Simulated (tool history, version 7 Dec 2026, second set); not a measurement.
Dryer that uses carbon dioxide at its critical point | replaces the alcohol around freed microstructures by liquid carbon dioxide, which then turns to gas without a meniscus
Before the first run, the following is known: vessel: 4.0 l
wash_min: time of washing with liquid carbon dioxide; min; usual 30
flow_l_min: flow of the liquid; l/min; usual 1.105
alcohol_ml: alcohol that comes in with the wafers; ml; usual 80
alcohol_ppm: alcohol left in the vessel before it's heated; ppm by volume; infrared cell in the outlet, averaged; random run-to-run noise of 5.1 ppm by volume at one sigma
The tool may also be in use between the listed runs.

| run | hour | wash_min | flow_l_min | alcohol_ml | alcohol_ppm |
|---|---|---|---|---|---|
| 1 | 0.0 | 30 | 1.105 | 80 | 147 |
| 2 | 20.6 | 30 | 1.105 | 80 | 152 |
| 3 | 49.4 | 30 | 1.105 | 80 | 153 |
| 4 | 79.4 | 30 | 0.860 | 80 | 366 |
| 5 | 95.1 | 30 | 0.860 | 80 | 387 |
| 6 | 124.5 | 30 | 0.860 | 80 | 402 |
| 7 | 157.9 | 30 | 0.860 | 88 | 450 |
| 8 | 178.9 | 30 | 0.860 | 88 | 487 |
| 9 | 214.4 | 30 | 0.860 | 88 | 477 |

Estimate the outcome of run 10 from the log above:
| 10 | 244.4 | 22 | 0.860 | 48 | ? |

{"run 10": {"alcohol_ppm": 744}}
Without the tool's hidden state the same run would have given alcohol_ppm 441 ppm by volume.

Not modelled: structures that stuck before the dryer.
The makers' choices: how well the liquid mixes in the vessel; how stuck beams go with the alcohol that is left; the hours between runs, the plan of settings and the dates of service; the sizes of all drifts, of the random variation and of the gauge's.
